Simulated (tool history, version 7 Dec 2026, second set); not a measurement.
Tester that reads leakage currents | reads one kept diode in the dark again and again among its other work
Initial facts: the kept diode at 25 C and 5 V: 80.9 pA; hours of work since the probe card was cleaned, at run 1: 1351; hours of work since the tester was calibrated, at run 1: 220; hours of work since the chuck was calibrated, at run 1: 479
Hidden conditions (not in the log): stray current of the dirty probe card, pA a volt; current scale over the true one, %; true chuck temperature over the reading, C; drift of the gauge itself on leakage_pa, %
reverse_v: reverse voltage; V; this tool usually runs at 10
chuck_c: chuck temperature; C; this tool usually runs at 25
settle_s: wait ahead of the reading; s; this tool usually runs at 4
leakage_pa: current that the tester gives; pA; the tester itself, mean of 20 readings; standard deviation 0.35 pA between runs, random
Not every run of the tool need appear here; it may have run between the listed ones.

run	hour	reverse_v	chuck_c	settle_s	hours of work since the probe card was cleaned	hours of work since the tester was calibrated	hours of work since the chuck was calibrated	leakage_pa
1	0	10	25	4	1351	220	479	134.98
2	19.9	10	25	4	1361	229	488	134.52
3	36.8	10	43	4	1369	238	497	633.61
4	54.2	10	25	0.4	1377	246	505	141.57
5	84.3	10	25	4	1392	261	520	135.93
6	112.3	2.8	25	4	1406	275	534	68.42
7	136.7	2.8	25	4	1418	286	546	68.52
8	157.1	2.8	25	4	1428	296	556	68.23
9	172.2	2.8	25	4	1435	304	563	68.96
10	194.6	2.8	25	4	1446	315	574	69.38
11	212.7	2.8	25	4	1455	324	583	69.17
12	239	2.8	25	4	1468	336	596	69.39
13	259.3	6.5	25	4	1478	346	605	109.37
14	278.6	10	25	4	1487	356	615	139.11
15	295.9	10	25	4	1496	364	623	139.8
16	323.8	10	25	4	1509	378	637	140.07
17	354.8	10	25	4	1524	393	652	140.5
18	378.4	10	25	4	1536	405	664	140.22
19	395.5	10	42	0.4	1544	413	672	605.88
20	416.5	2.3	25	2.67	1555	423	682	63.34
21	431.5	2.3	41	2.67	1562	431	690	259.15
22	462.9	10	47	3.29	1577	446	705	916.23
23	483.5	10	47	3.29	1587	456	715	919.13
# hour 501.3: chuck's temperature calibrated
24	504.3	1.6	25	4	1596	465	1	46.74
25	527.9	6.5	39	3.88	1608	477	13	339.61
26	544.8	18	45	3.33	1616	485	21	961.98
27	559.6	2.7	45	3.33	1624	492	28	357.12
28	584.4	4	49	4.5	1636	504	41	606.29
29	608.7	4	49	4.5	1648	516	52	612.23
30	626.2	4	32	4.5	1656	525	61	144.4
31	645.9	10	26	3.33	1666	534	71	141.59
32	674.9	3.1	45	4	1680	549	85	387.5
33	702.7	2.6	36	4	1693	562	98	165.61
34	731.4	10	27	4	1707	576	112	154.98
35	747.1	14.8	53	0.33	1715	584	120	1683.2
36	769.5	19.4	27	4	1726	595	131	227.18

Some steps in leakage_pa, run to run, broken into two amounts with sign: the step expected even without the hidden condition (settings, incoming material, random variation), and the rest, left for the hidden condition together with whatever gauge scatter is not in both the measured and the hidden-condition-free result:
Run 19 -> 20: reverse_v 10 -> 2.3, chuck_c 42 -> 25, settle_s 0.4 -> 2.67. leakage_pa -542.54 pA: hidden state -56.73, all else -485.81.
Run 21 -> 22: reverse_v 2.3 -> 10, chuck_c 41 -> 47, settle_s 2.67 -> 3.29. leakage_pa +657.08 pA: hidden state +69.89, all else +587.19.
Run 23 -> 24: reverse_v 10 -> 1.6, chuck_c 47 -> 25, settle_s 3.29 -> 4, chuck's temperature calibrated. leakage_pa -872.39 pA: hidden state -97.31, all else -775.08.
Run 34 -> 35: reverse_v 10 -> 14.8, chuck_c 27 -> 53, settle_s 4 -> 0.33. leakage_pa +1528.22 pA: hidden state +28.65, all else +1499.57.
Run 35 -> 36: reverse_v 14.8 -> 19.4, chuck_c 53 -> 27, settle_s 0.33 -> 4. leakage_pa -1456.02 pA: hidden state -14.81, all else -1441.21.
